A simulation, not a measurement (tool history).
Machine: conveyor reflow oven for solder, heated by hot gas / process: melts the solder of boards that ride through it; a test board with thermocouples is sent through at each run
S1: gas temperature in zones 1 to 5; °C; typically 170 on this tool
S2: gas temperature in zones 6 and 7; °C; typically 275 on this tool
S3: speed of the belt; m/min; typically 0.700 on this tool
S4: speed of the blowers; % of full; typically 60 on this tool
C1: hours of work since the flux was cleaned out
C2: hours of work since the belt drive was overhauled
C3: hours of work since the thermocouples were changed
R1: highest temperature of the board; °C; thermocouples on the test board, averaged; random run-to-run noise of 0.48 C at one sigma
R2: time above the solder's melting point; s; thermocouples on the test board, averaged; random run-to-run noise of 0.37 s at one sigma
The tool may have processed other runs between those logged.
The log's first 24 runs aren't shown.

{"run": 25, "hour": 180.5, "S1": 183, "S2": 275, "S3": 0.7, "S4": 64, "C1": 264, "C2": 312, "C3": 483, "R1": 260.8, "R2": 59.5}
{"run": 26, "hour": 189.2, "S1": 183, "S2": 275, "S3": 0.7, "S4": 64, "C1": 269, "C2": 317, "C3": 488, "R1": 260.8, "R2": 59.3}
{"run": 27, "hour": 195.9, "S1": 163, "S2": 267, "S3": 0.685, "S4": 64, "C1": 273, "C2": 321, "C3": 491, "R1": 250.8, "R2": 48.8}
{"run": 28, "hour": 202.2, "S1": 157, "S2": 283, "S3": 0.685, "S4": 54, "C1": 276, "C2": 324, "C3": 495, "R1": 260.3, "R2": 52.5}
{"run": 29, "hour": 209.3, "S1": 170, "S2": 289, "S3": 0.7, "S4": 79, "C1": 280, "C2": 328, "C3": 499, "R1": 274.6, "R2": 62.4}
{"run": 30, "hour": 219.6, "S1": 170, "S2": 282, "S3": 0.7, "S4": 74, "C1": 285, "C2": 334, "C3": 504, "R1": 267.5, "R2": 58.2}
{"run": 31, "hour": 227.6, "S1": 170, "S2": 282, "S3": 0.7, "S4": 74, "C1": 290, "C2": 338, "C3": 508, "R1": 266.7, "R2": 58.6}
{"run": 32, "hour": 232.8, "S1": 170, "S2": 288, "S3": 0.7, "S4": 60, "C1": 293, "C2": 341, "C3": 511, "R1": 267.8, "R2": 59.1}

Branching from run 32: 3 alternative next runs. What would each branch give?
{"run": "A", "hour": 242.9, "S1": 170, "S2": 288, "S3": 0.7, "S4": 81, "C1": 298, "C2": 346, "C3": 517, "R1": "?", "R2": "?"}
{"run": "B", "hour": 242.9, "S1": 170, "S2": 275, "S3": 0.623, "S4": 65, "C1": 298, "C2": 346, "C3": 517, "R1": "?", "R2": "?"}
{"run": "C", "hour": 242.9, "S1": 170, "S2": 264, "S3": 0.823, "S4": 60, "C1": 298, "C2": 346, "C3": 517, "R1": "?", "R2": "?"}

run=A R1=274.7 R2=61.0
run=B R1=262.6 R2=63.7
run=C R1=242.3 R2=33.8
The same runs, with their run-to-run variation unchanged, on a tool lacking any hidden condition would have given:
run=A R1=276.2 R2=61.3
run=B R1=263.5 R2=64.1
run=C R1=243.7 R2=35.3
